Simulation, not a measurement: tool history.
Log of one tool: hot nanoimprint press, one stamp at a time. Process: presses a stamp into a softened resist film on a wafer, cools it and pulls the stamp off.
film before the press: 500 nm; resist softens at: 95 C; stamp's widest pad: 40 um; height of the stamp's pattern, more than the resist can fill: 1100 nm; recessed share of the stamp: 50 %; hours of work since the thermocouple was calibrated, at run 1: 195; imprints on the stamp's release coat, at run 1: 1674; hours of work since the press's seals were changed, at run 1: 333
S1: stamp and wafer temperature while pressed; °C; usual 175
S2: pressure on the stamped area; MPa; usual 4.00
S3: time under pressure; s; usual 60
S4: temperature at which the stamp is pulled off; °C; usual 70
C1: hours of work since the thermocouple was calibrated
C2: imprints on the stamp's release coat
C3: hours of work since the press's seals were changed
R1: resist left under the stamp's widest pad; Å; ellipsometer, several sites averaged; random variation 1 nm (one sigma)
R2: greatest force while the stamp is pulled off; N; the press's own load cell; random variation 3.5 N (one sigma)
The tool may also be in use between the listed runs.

| run | day | S1 | S2 | S3 | S4 | C1 | C2 | C3 | R1 | R2 |
|---|---|---|---|---|---|---|---|---|---|---|
| 1 | 0.000 | 175 | 4.00 | 60 | 70 | 195 | 1674 | 333 | 2447 | 229 |
| 2 | 0.771 | 175 | 4.00 | 60 | 70 | 208 | 1764 | 346 | 2463 | 234 |
| 3 | 2.092 | 172 | 4.00 | 60 | 70 | 231 | 1919 | 369 | 2693 | 244 |
|  | 2.817 | stamp cleaned and given a new release coat |
| 4 | 3.971 | 172 | 4.00 | 60 | 70 | 260 | 135 | 398 | 2691 | 173 |
| 5 | 4.754 | 175 | 4.00 | 39 | 70 | 274 | 227 | 412 | 2810 | 174 |
|  | 6.379 | plate thermocouple calibrated |
| 6 | 6.729 | 175 | 4.00 | 60 | 70 | 6 | 444 | 444 | 2517 | 180 |
| 7 | 8.404 | 175 | 4.00 | 60 | 70 | 36 | 640 | 474 | 2508 | 194 |
| 8 | 9.546 | 175 | 4.00 | 60 | 70 | 56 | 774 | 494 | 2505 | 204 |
| 9 | 10.658 | 175 | 3.96 | 60 | 70 | 75 | 904 | 513 | 2512 | 206 |
| 10 | 11.954 | 175 | 3.96 | 60 | 70 | 98 | 1056 | 536 | 2514 | 208 |
| 11 | 13.492 | 185 | 4.00 | 60 | 70 | 125 | 1237 | 563 | 1795 | 229 |
| 12 | 14.783 | 185 | 4.00 | 60 | 70 | 148 | 1388 | 586 | 1787 | 228 |
| 13 | 16.271 | 185 | 4.00 | 80 | 70 | 174 | 1562 | 612 | 1572 | 226 |
| 14 | 17.058 | 175 | 4.00 | 60 | 70 | 187 | 1655 | 626 | 2463 | 229 |
| 15 | 18.333 | 171 | 4.00 | 60 | 70 | 210 | 1804 | 648 | 2800 | 238 |
| 16 | 19.129 | 175 | 4.00 | 60 | 70 | 224 | 1898 | 662 | 2452 | 247 |
|  | 20.029 | stamp cleaned and given a new release coat |
| 17 | 21.000 | 175 | 4.00 | 60 | 70 | 252 | 114 | 690 | 2459 | 170 |
|  | 22.500 | press's hydraulic seals changed and the load cell set to zero |
| 18 | 23.050 | 165 | 4.15 | 93 | 70 | 282 | 315 | 10 | 2869 | 181 |
| 19 | 23.900 | 175 | 2.41 | 69 | 70 | 297 | 414 | 25 | 2834 | 186 |
|  | 24.196 | plate thermocouple calibrated |
| 20 | 25.512 | 175 | 2.41 | 69 | 70 | 23 | 589 | 51 | 2943 | 188 |
| 21 | 27.342 | 174 | 4.57 | 39 | 73 | 55 | 803 | 83 | 2831 | 188 |
| 22 | 28.596 | 181 | 3.52 | 60 | 63 | 77 | 950 | 105 | 2192 | 220 |
| 23 | 29.767 | 181 | 5.14 | 60 | 70 | 98 | 1087 | 125 | 1808 | 212 |
| 24 | 31.429 | 180 | 3.15 | 60 | 70 | 127 | 1282 | 155 | 2330 | 218 |
| 25 | 32.696 | 180 | 3.15 | 60 | 70 | 149 | 1431 | 177 | 2349 | 218 |
| 26 | 33.908 | 164 | 3.15 | 111 | 70 | 170 | 1573 | 198 | 3166 | 222 |
| 27 | 35.300 | 173 | 4.48 | 68 | 70 | 195 | 1736 | 223 | 2399 | 248 |
| 28 | 36.571 | 175 | 4.00 | 37 | 70 | 217 | 1885 | 245 | 2896 | 241 |

Run 29 comes next. What will it give?
|  | 37.542 | stamp cleaned and given a new release coat |
| 29 | 38.212 | 175 | 4.00 | 37 | 70 | 242 | 78 | 269 | ? | ? |

Run 29 gave R1 2885 Å, R2 172 N.
Without the tool's hidden state the same run would have given R1 2935 Å, R2 171 N.
